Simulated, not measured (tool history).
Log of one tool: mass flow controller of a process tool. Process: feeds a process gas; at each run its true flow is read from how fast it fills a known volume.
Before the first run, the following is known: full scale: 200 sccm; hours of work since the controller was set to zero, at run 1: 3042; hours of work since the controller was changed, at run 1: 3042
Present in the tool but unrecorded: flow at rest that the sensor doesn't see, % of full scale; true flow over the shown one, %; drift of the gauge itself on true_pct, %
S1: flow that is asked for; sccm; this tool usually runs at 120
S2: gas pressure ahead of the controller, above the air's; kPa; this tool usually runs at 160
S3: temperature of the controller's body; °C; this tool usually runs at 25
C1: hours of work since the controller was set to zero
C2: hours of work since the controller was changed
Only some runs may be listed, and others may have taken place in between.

Run 1, hour 0.0: usual settings; C1 3042; C2 3042. Result: true flow (%) 99.92.
Run 2, hour 380.2: usual settings; C1 3245; C2 3245. Result: true flow (%) 100.01.
Run 3, hour 605.1: usual settings; C1 3366; C2 3366. Result: true flow (%) 100.05.
Run 4, hour 805.1: usual settings; C1 3473; C2 3473. Result: true flow (%) 99.98.
Run 5, hour 1124.7: usual settings; C1 3644; C2 3644. Result: true flow (%) 99.94.
Run 6, hour 1409.5: usual settings but S1 21 sccm, S2 235 kPa, S3 21 °C; C1 3797; C2 3797. Result: true flow (%) 103.10.
Run 7, hour 1660.0: usual settings but S1 38 sccm, S2 187 kPa; C1 3931; C2 3931. Result: true flow (%) 101.24.
Run 8, hour 1908.0: usual settings but S1 176 sccm, S2 159 kPa; C1 4064; C2 4064. Result: true flow (%) 99.96.
Run 9, hour 2078.6: usual settings but S1 103 sccm, S2 279 kPa, S3 38 °C; C1 4155; C2 4155. Result: true flow (%) 99.95.
Run 10, hour 2334.6: usual settings but S2 239 kPa, S3 34 °C; C1 4293; C2 4293. Result: true flow (%) 99.97.

Each row is a separate what-if for the run after 10, all from the same tool condition, not one after another. Results?
Run A, hour 2547.5: usual settings but S1 76 sccm, S2 239 kPa, S3 36 °C; C1 4407; C2 4407. Result: true flow (%) ?.
Run B, hour 2547.5: usual settings but S1 64 sccm, S2 194 kPa; C1 4407; C2 4407. Result: true flow (%) ?.
Run C, hour 2547.5: usual settings but S2 239 kPa; C1 4407; C2 4407. Result: true flow (%) ?.
Run D, hour 2547.5: usual settings but S1 22 sccm, S2 275 kPa, S3 30 °C; C1 4407; C2 4407. Result: true flow (%) ?.

run  true flow (%)
  A         100.13
  B         100.64
  C         100.48
  D         103.34
With the hidden condition removed and each run's random variation left untouched, the same runs would have given:
run  true flow (%)
  A          99.19
  B          99.48
  C          99.95
  D          99.59
